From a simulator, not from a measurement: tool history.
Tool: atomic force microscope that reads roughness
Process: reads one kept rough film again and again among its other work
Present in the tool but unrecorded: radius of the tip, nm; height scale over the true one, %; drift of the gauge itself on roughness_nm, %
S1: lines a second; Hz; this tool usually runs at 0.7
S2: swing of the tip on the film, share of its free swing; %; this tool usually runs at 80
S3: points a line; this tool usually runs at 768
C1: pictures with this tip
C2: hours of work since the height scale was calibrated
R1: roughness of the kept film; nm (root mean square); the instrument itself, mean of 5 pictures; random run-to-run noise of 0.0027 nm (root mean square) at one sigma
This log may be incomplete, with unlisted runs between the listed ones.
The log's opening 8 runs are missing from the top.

run   hour     S1  S2   S3   C1   C2     R1
  9  226.8    0.7  80  768   25  252  0.464
 10  262.6    0.7  80  768   74  276  0.463
     294.4  -- new tip fitted
 11  294.4    0.7  80  768    0  297  0.469
 12    329    0.7  80  768   47  321  0.465
 13  363.9    0.7  80  350   95  345  0.461
     381.3  -- new tip fitted
 14  394.3    0.7  67  768   18  365  0.481
 15    420    0.7  63  768   53  382  0.485
 16  444.5  2.588  63  768   87  399   0.45
     467.5  -- new tip fitted
 17  480.7    0.7  80  768   18  423  0.462
 18  507.3  2.227  80  768   55  441   0.41
 19  540.3  2.227  80  768  100  464    0.4
       554  -- new tip fitted
 20  567.5    0.7  80  768   19  482  0.463
 21  601.2    0.7  83  768   65  505  0.466
 22  624.3    0.7  76  768   97  521  0.477
     640.3  -- new tip fitted
 23    660    0.7  80  768   28  545  0.462
 24  679.3    0.7  80  380   54  558  0.464
 25  699.7    0.7  80  380   82  572  0.461

For run 26, what comes out?
     726.1  -- new tip fitted
 26  726.1  0.7  80  380   0  589   ?

R1: 0.463 nm (root mean square)
With no hidden state in the tool, this same run would have given R1 0.463 nm (root mean square).

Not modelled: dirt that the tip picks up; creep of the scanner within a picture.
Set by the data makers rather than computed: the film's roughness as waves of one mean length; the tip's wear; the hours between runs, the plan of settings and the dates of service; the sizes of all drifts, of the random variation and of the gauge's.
